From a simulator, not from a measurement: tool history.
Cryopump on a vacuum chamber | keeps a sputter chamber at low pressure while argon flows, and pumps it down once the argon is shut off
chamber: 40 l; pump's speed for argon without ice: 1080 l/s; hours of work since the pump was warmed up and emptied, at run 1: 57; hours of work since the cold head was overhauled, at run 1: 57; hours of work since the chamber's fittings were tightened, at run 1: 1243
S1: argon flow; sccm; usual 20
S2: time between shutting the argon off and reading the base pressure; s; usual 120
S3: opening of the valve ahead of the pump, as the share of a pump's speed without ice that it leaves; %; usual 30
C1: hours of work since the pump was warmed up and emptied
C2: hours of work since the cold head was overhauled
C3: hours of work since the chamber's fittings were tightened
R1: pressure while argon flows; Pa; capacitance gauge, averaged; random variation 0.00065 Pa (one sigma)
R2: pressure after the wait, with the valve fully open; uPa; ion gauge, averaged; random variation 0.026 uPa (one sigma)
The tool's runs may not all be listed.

run 1 hour=0 | S1=20 S2=120 S3=30 | C1=57 C2=57 C3=1243 | R1=0.105 R2=1.42
run 2 hour=10.4 | S1=30 S2=120 S3=30 | C1=65 C2=65 C3=1251 | R1=0.1594 R2=1.42
run 3 hour=19.1 | S1=30 S2=120 S3=30 | C1=72 C2=72 C3=1257 | R1=0.1581 R2=1.44
run 4 hour=34.2 | S1=23 S2=120 S3=30 | C1=84 C2=84 C3=1269 | R1=0.1232 R2=1.49
run 5 hour=45.9 | S1=20 S2=120 S3=19 | C1=93 C2=93 C3=1278 | R1=0.1673 R2=1.46
run 6 hour=62.5 | S1=20 S2=120 S3=30 | C1=106 C2=106 C3=1291 | R1=0.1065 R2=1.47
run 7 hour=70 | S1=20 S2=120 S3=30 | C1=112 C2=112 C3=1297 | R1=0.1077 R2=1.5
run 8 hour=77.7 | S1=20 S2=120 S3=30 | C1=118 C2=118 C3=1303 | R1=0.1065 R2=1.48
run 9 hour=90 | S1=20 S2=120 S3=30 | C1=127 C2=127 C3=1313 | R1=0.1076 R2=1.47
run 10 hour=106.7 | S1=20 S2=120 S3=30 | C1=141 C2=141 C3=1326 | R1=0.1072 R2=1.5
run 11 hour=114.8 | S1=20 S2=120 S3=30 | C1=147 C2=147 C3=1332 | R1=0.1077 R2=1.53
run 12 hour=122.8 | S1=20 S2=120 S3=30 | C1=153 C2=153 C3=1338 | R1=0.108 R2=1.49
run 13 hour=130.6 | S1=20 S2=120 S3=30 | C1=159 C2=159 C3=1345 | R1=0.1078 R2=1.5
run 14 hour=140.8 | S1=20 S2=120 S3=30 | C1=167 C2=167 C3=1353 | R1=0.1071 R2=1.52
run 15 hour=158.6 | S1=20 S2=120 S3=30 | C1=181 C2=181 C3=1366 | R1=0.1085 R2=1.57
run 16 hour=171.1 | S1=20 S2=120 S3=30 | C1=191 C2=191 C3=1376 | R1=0.1102 R2=1.55
run 17 hour=178.7 | S1=13 S2=40 S3=30 | C1=197 C2=197 C3=1382 | R1=0.0705 R2=3.25
run 18 hour=191.3 | S1=23 S2=83 S3=30 | C1=207 C2=207 C3=1392 | R1=0.1247 R2=2.03
run 19 hour=205.6 | S1=24 S2=106 S3=34 | C1=218 C2=218 C3=1403 | R1=0.1165 R2=1.66
run 20 hour=213.3 | S1=24 S2=106 S3=34 | C1=224 C2=224 C3=1409 | R1=0.116 R2=1.67
run 21 hour=221.3 | S1=17 S2=120 S3=30 | C1=230 C2=230 C3=1415 | R1=0.0942 R2=1.54
run 22 hour=231.4 | S1=25 S2=178 S3=17 | C1=238 C2=238 C3=1423 | R1=0.2383 R2=1.34
run 23 hour=245.2 | S1=25 S2=76 S3=48 | C1=249 C2=249 C3=1434 | R1=0.089 R2=2.12
run 24 hour=257.8 | S1=25 S2=24 S3=52 | C1=259 C2=259 C3=1444 | R1=0.0838 R2=4.96
run 25 hour=268 | S1=32 S2=64 S3=18 | C1=267 C2=267 C3=1452 | R1=0.2894 R2=2.36
run 26 hour=283.7 | S1=13 S2=64 S3=42 | C1=279 C2=279 C3=1464 | R1=0.0526 R2=2.4
run 27 hour=291.3 | S1=13 S2=64 S3=42 | C1=285 C2=285 C3=1470 | R1=0.0535 R2=2.35
run 28 hour=305.3 | S1=23 S2=120 S3=30 | C1=296 C2=296 C3=1481 | R1=0.1284 R2=1.63
run 29 hour=318.5 | S1=23 S2=120 S3=30 | C1=306 C2=306 C3=1491 | R1=0.1299 R2=1.62
-- hour=326.3 leaking fittings of the chamber tightened, without venting
run 30 hour=327.8 | S1=10 S2=65 S3=38 | C1=312 C2=312 C3=1 | R1=0.0446 R2=1.9
run 31 hour=338.7 | S1=9 S2=23 S3=15 | C1=320 C2=320 C3=10 | R1=0.0978 R2=4.91
run 32 hour=351 | S1=20 S2=27 S3=23 | C1=330 C2=330 C3=19 | R1=0.1449 R2=4.14

Forecast each of these 5 alternatives for the next run:
run A hour=367.7 | S1=8 S2=35 S3=36 | C1=343 C2=343 C3=32 | R1=? R2=?
run B hour=367.7 | S1=25 S2=61 S3=59 | C1=343 C2=343 C3=32 | R1=? R2=?
run C hour=367.7 | S1=20 S2=68 S3=56 | C1=343 C2=343 C3=32 | R1=? R2=?
run D hour=367.7 | S1=20 S2=44 S3=27 | C1=343 C2=343 C3=32 | R1=? R2=?
run E hour=367.7 | S1=8 S2=25 S3=27 | C1=343 C2=343 C3=32 | R1=? R2=?

run=A R1=0.0391 R2=3.27
run=B R1=0.0776 R2=2.03
run=C R1=0.0644 R2=1.88
run=D R1=0.1242 R2=2.71
run=E R1=0.0501 R2=4.39
Without the tool's hidden state the same runs would have given:
run=A R1=0.0354 R2=3.18
run=B R1=0.0662 R2=1.93
run=C R1=0.0552 R2=1.79
run=D R1=0.1151 R2=2.61
run=E R1=0.0464 R2=4.3
